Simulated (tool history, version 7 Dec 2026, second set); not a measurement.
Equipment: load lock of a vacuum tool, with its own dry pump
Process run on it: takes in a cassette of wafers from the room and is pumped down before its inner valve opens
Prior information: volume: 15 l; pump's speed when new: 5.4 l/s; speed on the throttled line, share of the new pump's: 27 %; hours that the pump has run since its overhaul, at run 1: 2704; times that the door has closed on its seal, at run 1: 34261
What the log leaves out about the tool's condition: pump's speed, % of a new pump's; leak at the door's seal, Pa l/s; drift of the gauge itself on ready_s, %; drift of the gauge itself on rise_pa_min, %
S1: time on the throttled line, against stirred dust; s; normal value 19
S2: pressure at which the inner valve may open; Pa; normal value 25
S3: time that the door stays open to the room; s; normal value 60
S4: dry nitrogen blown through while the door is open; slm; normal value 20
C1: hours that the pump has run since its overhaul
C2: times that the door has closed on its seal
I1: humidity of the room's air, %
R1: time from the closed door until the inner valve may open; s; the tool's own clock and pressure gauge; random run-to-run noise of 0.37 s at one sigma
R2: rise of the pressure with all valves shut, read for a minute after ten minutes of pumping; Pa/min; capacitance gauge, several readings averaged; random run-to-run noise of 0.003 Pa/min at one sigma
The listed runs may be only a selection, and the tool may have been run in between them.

run    hour  S1  S2   S3  S4    C1     C2    I1    R1     R2
  1       0  19  25   60  20  2704  34261  43.8    38  0.336
  2   109.9  19  25   60  20  2814  34772  44.9  37.7  0.349
        123  -- door's seal changed, seat wiped
  3   235.8  19  25   60  20  2939    525  44.5  38.3  0.024
  4   346.9  19  25   60  20  3050   1041  43.6  37.9  0.027
  5   473.2  19  25   60  20  3176   1629  41.6  37.8  0.027
  6   539.6  19  25   60  20  3243   1938  44.7  38.2  0.026
  7   605.9  19  25   60  20  3309   2246  42.5  38.6  0.028
  8   744.3  19  21   60  20  3447   2890  46.7  39.4   0.03
  9   849.6  19  21   60  20  3553   3380  48.8  39.6  0.033
 10   954.7  19  21   40  20  3658   3868  44.9  39.3  0.031
 11  1051.1  36  35   60  16  3754   4317  45.2    49   0.04
 12  1146.3  36  35   60  16  3849   4760    46  49.7  0.043
 13    1227  36  35   60  16  3930   5135  43.9    50   0.04
 14  1369.8  36  35   60  16  4073   5799  45.5  49.3  0.048
 15  1450.5  13  40   80  42  4153   6175  43.8  33.1  0.042
 16  1549.7  12  19  192  24  4253   6636  44.3  34.4  0.059
 17  1632.4  24  45   65  21  4335   7020  45.2  41.1  0.054
 18  1760.5  24  45   65  21  4463   7617  46.5  40.1   0.05

Here are 3 independent what-if runs from the current tool condition. What would each one return?
  A  1889.3  24  46  65  21  4592  8215  41.4   ?   ?
  B  1889.3  19  29  60  20  4592  8215  44.6   ?   ?
  C  1889.3  14  25  50   6  4592  8215  45.7   ?   ?

run    R1     R2
  A    41  0.056
  B  38.8  0.059
  C  35.8  0.068
Without the tool's hidden state the same runs would have given:
run    R1     R2
  A  39.7  0.015
  B  37.4  0.019
  C  34.2  0.028
